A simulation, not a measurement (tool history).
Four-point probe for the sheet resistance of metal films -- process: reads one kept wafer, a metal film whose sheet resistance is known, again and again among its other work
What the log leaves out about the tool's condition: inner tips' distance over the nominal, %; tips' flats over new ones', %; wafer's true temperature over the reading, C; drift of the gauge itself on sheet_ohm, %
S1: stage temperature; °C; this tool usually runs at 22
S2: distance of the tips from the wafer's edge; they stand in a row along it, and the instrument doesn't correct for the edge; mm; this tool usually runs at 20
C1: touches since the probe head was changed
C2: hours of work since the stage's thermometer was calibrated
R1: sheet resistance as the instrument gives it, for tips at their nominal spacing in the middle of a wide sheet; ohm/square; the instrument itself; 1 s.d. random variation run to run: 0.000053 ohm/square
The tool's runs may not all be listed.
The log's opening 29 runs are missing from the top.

{"run": 30, "hour": 511.8, "S1": 18, "S2": 5, "C1": 48475, "C2": 1123, "R1": 0.269211}
{"run": 31, "hour": 528.3, "S1": 25, "S2": 15, "C1": 49586, "C2": 1135, "R1": 0.265748}
{"run": 32, "hour": 553.1, "S1": 32, "S2": 20, "C1": 51254, "C2": 1154, "R1": 0.266664}
{"run": 33, "hour": 577.6, "S1": 32, "S2": 13, "C1": 52907, "C2": 1173, "R1": 0.267168}
{"run": 34, "hour": 593.5, "S1": 18, "S2": 19, "C1": 53978, "C2": 1185, "R1": 0.263797}
{"run": 35, "hour": 618.0, "S1": 33, "S2": 27, "C1": 55628, "C2": 1204, "R1": 0.266679}
{"run": 36, "hour": 630.8, "S1": 20, "S2": 10, "C1": 56489, "C2": 1213, "R1": 0.265314}
{"run": 37, "hour": 641.5, "S1": 20, "S2": 10, "C1": 57209, "C2": 1221, "R1": 0.26528}
{"run": 38, "hour": 657.2, "S1": 21, "S2": 70, "C1": 58268, "C2": 1233, "R1": 0.264088}
{"run": 39, "hour": 671.7, "S1": 21, "S2": 70, "C1": 59246, "C2": 1244, "R1": 0.264029}
{"run": 40, "hour": 684.8, "S1": 21, "S2": 70, "C1": 60126, "C2": 1254, "R1": 0.264032}
{"run": 41, "hour": 700.0, "S1": 21, "S2": 70, "C1": 61149, "C2": 1266, "R1": 0.26404}
{"run": 42, "hour": 721.9, "S1": 21, "S2": 70, "C1": 62627, "C2": 1283, "R1": 0.263994}
{"run": 43, "hour": 738.1, "S1": 21, "S2": 70, "C1": 63717, "C2": 1295, "R1": 0.263913}
{"run": 44, "hour": 754.2, "S1": 21, "S2": 70, "C1": 64798, "C2": 1307, "R1": 0.263848}

5 options for the next run, each taken on its own from the tool as it stands now. Forecast them:
{"run": "A", "hour": 766.3, "S1": 32, "S2": 50, "C1": 65613, "C2": 1316, "R1": "?"}
{"run": "B", "hour": 766.3, "S1": 20, "S2": 74, "C1": 65613, "C2": 1316, "R1": "?"}
{"run": "C", "hour": 766.3, "S1": 20, "S2": 4, "C1": 65613, "C2": 1316, "R1": "?"}
{"run": "D", "hour": 766.3, "S1": 23, "S2": 70, "C1": 65613, "C2": 1316, "R1": "?"}
{"run": "E", "hour": 766.3, "S1": 31, "S2": 6, "C1": 65613, "C2": 1316, "R1": "?"}

run=A R1=0.266034
run=B R1=0.263607
run=C R1=0.272209
run=D R1=0.26431
run=E R1=0.269804
Take away the tool's hidden state, keep each run's random variation, and the runs would have read:
run=A R1=0.268276
run=B R1=0.26585
run=C R1=0.27452
run=D R1=0.266554
run=E R1=0.272077
